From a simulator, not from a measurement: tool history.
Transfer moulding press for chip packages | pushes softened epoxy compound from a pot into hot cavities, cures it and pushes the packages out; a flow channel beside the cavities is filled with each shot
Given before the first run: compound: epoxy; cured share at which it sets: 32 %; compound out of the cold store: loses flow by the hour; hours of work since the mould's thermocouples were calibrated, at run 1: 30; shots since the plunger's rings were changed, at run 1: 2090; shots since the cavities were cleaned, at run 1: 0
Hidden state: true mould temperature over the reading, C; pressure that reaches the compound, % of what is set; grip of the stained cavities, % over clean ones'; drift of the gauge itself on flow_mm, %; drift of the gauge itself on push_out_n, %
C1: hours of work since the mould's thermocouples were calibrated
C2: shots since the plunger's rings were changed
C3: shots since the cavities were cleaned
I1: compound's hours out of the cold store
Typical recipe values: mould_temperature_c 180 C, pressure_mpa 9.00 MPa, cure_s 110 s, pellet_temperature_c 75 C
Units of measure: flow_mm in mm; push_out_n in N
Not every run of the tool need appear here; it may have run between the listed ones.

{"run": 1, "day": 0.0, "mould_temperature_c": 180, "pressure_mpa": 9.0, "cure_s": 110, "pellet_temperature_c": 75, "C1": 30, "C2": 2090, "C3": 0, "I1": 46.5, "flow_mm": 860, "push_out_n": 404}
{"run": 2, "day": 0.25, "mould_temperature_c": 180, "pressure_mpa": 9.0, "cure_s": 99, "pellet_temperature_c": 75, "C1": 34, "C2": 2151, "C3": 61, "I1": 43.2, "flow_mm": 866, "push_out_n": 528}
{"run": 3, "day": 0.525, "mould_temperature_c": 180, "pressure_mpa": 9.0, "cure_s": 99, "pellet_temperature_c": 75, "C1": 38, "C2": 2217, "C3": 127, "I1": 12.4, "flow_mm": 945, "push_out_n": 611}
{"run": 4, "day": 0.733, "mould_temperature_c": 180, "pressure_mpa": 9.0, "cure_s": 99, "pellet_temperature_c": 75, "C1": 40, "C2": 2268, "C3": 178, "I1": 10.6, "flow_mm": 958, "push_out_n": 660}
{"run": 5, "day": 1.1, "mould_temperature_c": 180, "pressure_mpa": 9.0, "cure_s": 141, "pellet_temperature_c": 75, "C1": 45, "C2": 2357, "C3": 267, "I1": 24.8, "flow_mm": 900, "push_out_n": 514}
{"run": 6, "day": 1.496, "mould_temperature_c": 178, "pressure_mpa": 9.0, "cure_s": 110, "pellet_temperature_c": 75, "C1": 51, "C2": 2452, "C3": 362, "I1": 14.4, "flow_mm": 943, "push_out_n": 729}
{"run": 7, "day": 1.733, "mould_temperature_c": 180, "pressure_mpa": 9.0, "cure_s": 110, "pellet_temperature_c": 76, "C1": 54, "C2": 2509, "C3": 419, "I1": 28.5, "flow_mm": 894, "push_out_n": 690}
{"day": 2.021, "done": "cavities cleaned with cleaning compound and waxed"}
{"run": 8, "day": 2.046, "mould_temperature_c": 180, "pressure_mpa": 9.0, "cure_s": 110, "pellet_temperature_c": 76, "C1": 57, "C2": 2570, "C3": 6, "I1": 44.7, "flow_mm": 857, "push_out_n": 419}
{"run": 9, "day": 2.358, "mould_temperature_c": 180, "pressure_mpa": 9.0, "cure_s": 149, "pellet_temperature_c": 82, "C1": 62, "C2": 2646, "C3": 82, "I1": 32.0, "flow_mm": 903, "push_out_n": 414}
{"run": 10, "day": 2.671, "mould_temperature_c": 180, "pressure_mpa": 9.0, "cure_s": 149, "pellet_temperature_c": 82, "C1": 66, "C2": 2721, "C3": 157, "I1": 47.4, "flow_mm": 845, "push_out_n": 477}
{"run": 11, "day": 3.079, "mould_temperature_c": 182, "pressure_mpa": 10.3, "cure_s": 149, "pellet_temperature_c": 84, "C1": 71, "C2": 2820, "C3": 256, "I1": 19.5, "flow_mm": 969, "push_out_n": 522}

Forecast each of these 3 alternatives for the next run:
{"run": "A", "day": 3.429, "mould_temperature_c": 180, "pressure_mpa": 10.08, "cure_s": 90, "pellet_temperature_c": 66, "C1": 76, "C2": 2904, "C3": 340, "I1": 32.3, "flow_mm": "?", "push_out_n": "?"}
{"run": "B", "day": 3.429, "mould_temperature_c": 180, "pressure_mpa": 9.73, "cure_s": 110, "pellet_temperature_c": 75, "C1": 76, "C2": 2904, "C3": 340, "I1": 43.3, "flow_mm": "?", "push_out_n": "?"}
{"run": "C", "day": 3.429, "mould_temperature_c": 180, "pressure_mpa": 9.0, "cure_s": 108, "pellet_temperature_c": 75, "C1": 76, "C2": 2904, "C3": 340, "I1": 24.0, "flow_mm": "?", "push_out_n": "?"}

run=A flow_mm=928 push_out_n=932
run=B flow_mm=895 push_out_n=657
run=C flow_mm=887 push_out_n=676
Without the tool's hidden state the same runs would have given:
run=A flow_mm=973 push_out_n=579
run=B flow_mm=939 push_out_n=407
run=C flow_mm=931 push_out_n=419
